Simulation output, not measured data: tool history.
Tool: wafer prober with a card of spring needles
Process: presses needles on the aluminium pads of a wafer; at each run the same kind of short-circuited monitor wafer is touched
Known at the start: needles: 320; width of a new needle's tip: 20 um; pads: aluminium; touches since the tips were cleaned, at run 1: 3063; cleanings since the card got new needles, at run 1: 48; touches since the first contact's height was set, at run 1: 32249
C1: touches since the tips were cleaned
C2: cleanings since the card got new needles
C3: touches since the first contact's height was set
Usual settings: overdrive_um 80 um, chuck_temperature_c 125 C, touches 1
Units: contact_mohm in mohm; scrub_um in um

Run 1, hour 0.0: usual settings; C1 3063; C2 48; C3 32249. Result: contact_mohm 171 mohm, scrub_um 15.45 um.
At hour 2.3: tips cleaned on abrasive film.
Run 2, hour 9.2: usual settings; C1 3476; C2 49; C3 36800. Result: contact_mohm 171 mohm, scrub_um 15.41 um.
At hour 10.5: tips cleaned on abrasive film.
At hour 18.1: tips cleaned on abrasive film.
Run 3, hour 20.6: usual settings; C1 1198; C2 51; C3 42337. Result: contact_mohm 173 mohm, scrub_um 15.40 um.
At hour 26.1: tips cleaned on abrasive film.
At hour 33.8: tips cleaned on abrasive film.
Run 4, hour 35.7: usual settings but chuck_temperature_c 46 C; C1 961; C2 53; C3 49800. Result: contact_mohm 150 mohm, scrub_um 15.39 um.
At hour 41.3: tips cleaned on abrasive film.
At hour 49.3: tips cleaned on abrasive film.
Run 5, hour 51.2: usual settings but chuck_temperature_c 46 C, touches 2; C1 947; C2 55; C3 57383. Result: contact_mohm 157 mohm, scrub_um 15.42 um.
At hour 57.5: tips cleaned on abrasive film.
Run 6, hour 63.5: usual settings but chuck_temperature_c 46 C, touches 2; C1 2997; C2 56; C3 63490. Result: contact_mohm 155 mohm, scrub_um 15.40 um.
At hour 65.6: tips cleaned on abrasive film.
At hour 73.7: tips cleaned on abrasive film.
Run 7, hour 77.0: usual settings but chuck_temperature_c 46 C, touches 2; C1 1671; C2 58; C3 70106. Result: contact_mohm 158 mohm, scrub_um 15.42 um.
At hour 82.2: tips cleaned on abrasive film.
Run 8, hour 87.2: usual settings but overdrive_um 73 um; C1 2451; C2 59; C3 75107. Result: contact_mohm 175 mohm, scrub_um 14.03 um.
At hour 90.0: tips cleaned on abrasive film.
At hour 98.1: tips cleaned on abrasive film.
Run 9, hour 100.7: usual settings but overdrive_um 73 um; C1 1295; C2 61; C3 81731. Result: contact_mohm 173 mohm, scrub_um 14.03 um.
At hour 105.6: tips cleaned on abrasive film.
At hour 113.0: tips cleaned on abrasive film.
Run 10, hour 115.4: usual settings but overdrive_um 73 um; C1 1180; C2 63; C3 88961. Result: contact_mohm 171 mohm, scrub_um 14.08 um.
At hour 120.5: tips cleaned on abrasive film.
Run 11, hour 122.1: usual settings but overdrive_um 73 um; C1 792; C2 64; C3 92241. Result: contact_mohm 174 mohm, scrub_um 14.10 um.
At hour 128.1: tips cleaned on abrasive film.
Run 12, hour 132.4: usual settings but overdrive_um 96 um, chuck_temperature_c 41 C; C1 2176; C2 65; C3 97349. Result: contact_mohm 152 mohm, scrub_um 18.52 um.

Run 13 comes next. What will it give?
At hour 135.6: tips cleaned on abrasive film.
At hour 143.1: tips cleaned on abrasive film.
Run 13, hour 143.1: usual settings but overdrive_um 99 um, chuck_temperature_c 37 C; C1 0; C2 67; C3 102591. Result: contact_mohm ?, scrub_um ?.

contact_mohm: 149 mohm
scrub_um: 19.12 um
Without the tool's hidden state the same run would have given contact_mohm 149 mohm, scrub_um 19.12 um.
